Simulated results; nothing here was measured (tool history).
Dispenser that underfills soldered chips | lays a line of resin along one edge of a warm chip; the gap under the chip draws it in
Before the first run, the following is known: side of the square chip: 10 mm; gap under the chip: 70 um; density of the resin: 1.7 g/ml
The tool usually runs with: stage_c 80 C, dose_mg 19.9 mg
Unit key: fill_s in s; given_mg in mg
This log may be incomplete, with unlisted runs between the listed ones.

run,hour,stage_c,dose_mg,fill_s,given_mg
1,0,80,19.9,132.9,19.32
2,3.8,80,19.9,156.3,19.34
# hour 9.3: new syringe of resin
3,11.5,80,21.7,115.2,20.84
4,16.4,80,21.7,141.9,20.79
5,19.7,80,18.7,167.7,17.8
# hour 23.5: new syringe of resin
6,27.1,80,18.6,123.2,17.58
7,34.4,80,20.4,166.4,19.27
# hour 38: new syringe of resin
8,39.3,80,21.1,110.2,19.92
9,43.2,80,21.1,132.7,20.07
10,50.6,80,21.1,179.8,19.78
# hour 52.5: new syringe of resin
11,58,80,19.9,131.6,18.57
12,61.5,80,19.9,154.6,18.46
13,65.5,80,19.9,183.1,18.37
# hour 67.2: new syringe of resin
14,73.2,80,19.9,135.2,18.3
15,76.4,80,19.9,158.8,18.46
16,79.8,80,19.9,183.8,18.27
# hour 81.6: new syringe of resin
17,84.4,71,19.9,152.6,18.22
18,91.8,71,19.9,211.5,18.19
# hour 96: new syringe of resin
19,98.4,88,21.6,93.3,19.52
20,101.5,81,17.6,134.2,15.86
21,108.8,81,17.6,180.9,15.77
# hour 110.6: new syringe of resin
22,115.7,75,23,149.6,20.66
23,120.3,83,23.7,145.2,21.12
# hour 125: new syringe of resin
24,127.2,75,23.7,135.1,20.99
25,131.4,67,21,207.5,18.61
26,134.9,77,21.4,174.1,18.93
# hour 139.4: new syringe of resin
# hour 142.3: dispensing valve cleaned and set on the balance
27,143.2,93,17.2,81.7,17.23
28,148.7,72,25.5,183.7,25.66
29,152.6,70,21.5,230,21.39
# hour 155: new syringe of resin
30,157.6,70,17.6,156.1,17.39
31,163.9,95,17.6,101.1,17.4
# hour 169.6: new syringe of resin
32,171.1,95,17.6,72.8,17.3
33,177.4,68,20.9,213.3,20.5
34,181.5,91,25.4,122.2,24.69
# hour 183.9: new syringe of resin
35,189.1,76,21.5,142.7,20.79

Each row is a separate what-if for the run after 35, all from the same tool condition, not one after another. Results?
A,192.8,80,17.8,?,?
B,192.8,80,24.3,?,?
C,192.8,72,20.6,?,?
D,192.8,90,21.4,?,?
E,192.8,92,22.5,?,?

run,fill_s,given_mg
A,155.5,17.2
B,147.5,23.6
C,191.6,20.08
D,110.3,20.82
E,103.8,21.78
Stripped of hidden state, with their random variation kept, the same runs would have yielded:
run,fill_s,given_mg
A,109.1,17.75
B,103.8,24.35
C,134.8,20.72
D,77.4,21.47
E,73,22.47
